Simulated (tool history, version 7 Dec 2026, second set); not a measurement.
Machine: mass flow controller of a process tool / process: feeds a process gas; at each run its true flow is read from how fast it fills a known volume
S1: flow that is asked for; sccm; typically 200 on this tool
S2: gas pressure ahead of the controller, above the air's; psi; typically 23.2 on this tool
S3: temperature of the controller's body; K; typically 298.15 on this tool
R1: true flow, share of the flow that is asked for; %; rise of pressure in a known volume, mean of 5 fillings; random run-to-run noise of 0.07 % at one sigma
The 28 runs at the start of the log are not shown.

{"run": 29, "hour": 1647.4, "S1": 159, "S2": 22.3, "S3": 304.15, "R1": 98.12}
{"run": 30, "hour": 1708.9, "S1": 159, "S2": 22.3, "S3": 304.15, "R1": 98.03}
{"run": 31, "hour": 1752.1, "S1": 159, "S2": 22.3, "S3": 304.15, "R1": 98.17}
{"run": 32, "hour": 1830.7, "S1": 211, "S2": 23.2, "S3": 298.15, "R1": 98.67}
{"run": 33, "hour": 1896.0, "S1": 80, "S2": 22.9, "S3": 298.15, "R1": 98.38}
{"run": 34, "hour": 1933.5, "S1": 80, "S2": 22.9, "S3": 298.15, "R1": 98.34}
{"run": 35, "hour": 1999.3, "S1": 80, "S2": 22.9, "S3": 298.15, "R1": 98.36}
{"run": 36, "hour": 2042.5, "S1": 298, "S2": 29.6, "S3": 298.15, "R1": 98.65}
{"run": 37, "hour": 2124.6, "S1": 146, "S2": 23.2, "S3": 299.15, "R1": 98.23}
{"run": 38, "hour": 2176.1, "S1": 163, "S2": 23.2, "S3": 312.15, "R1": 97.79}
{"run": 39, "hour": 2244.5, "S1": 163, "S2": 23.2, "S3": 312.15, "R1": 97.58}
{"run": 40, "hour": 2280.1, "S1": 184, "S2": 27.1, "S3": 298.15, "R1": 98.27}
{"run": 41, "hour": 2333.1, "S1": 164, "S2": 23.2, "S3": 296.15, "R1": 98.29}
{"run": 42, "hour": 2406.8, "S1": 164, "S2": 23.2, "S3": 296.15, "R1": 98.58}
{"run": 43, "hour": 2442.1, "S1": 208, "S2": 28.1, "S3": 294.15, "R1": 98.36}
{"run": 44, "hour": 2513.2, "S1": 86, "S2": 37.0, "S3": 295.15, "R1": 98.16}
{"run": 45, "hour": 2588.5, "S1": 86, "S2": 37.0, "S3": 295.15, "R1": 98.18}
{"run": 46, "hour": 2630.9, "S1": 86, "S2": 37.0, "S3": 295.15, "R1": 98.22}
{"run": 47, "hour": 2708.1, "S1": 86, "S2": 37.0, "S3": 295.15, "R1": 98.2}

Consider 4 possible next runs. They are alternatives, not a sequence: every one starts from the tool as it was left by run 47. What does each give?
{"run": "A", "hour": 2781.4, "S1": 84, "S2": 23.2, "S3": 298.15, "R1": "?"}
{"run": "B", "hour": 2781.4, "S1": 148, "S2": 36.7, "S3": 295.15, "R1": "?"}
{"run": "C", "hour": 2781.4, "S1": 109, "S2": 35.1, "S3": 294.15, "R1": "?"}
{"run": "D", "hour": 2781.4, "S1": 251, "S2": 23.2, "S3": 298.15, "R1": "?"}

run=A R1=98.33
run=B R1=98.12
run=C R1=98.25
run=D R1=98.52
Take away the tool's hidden state, keep each run's random variation, and the runs would have read:
run=A R1=98.43
run=B R1=98.56
run=C R1=98.53
run=D R1=99.13
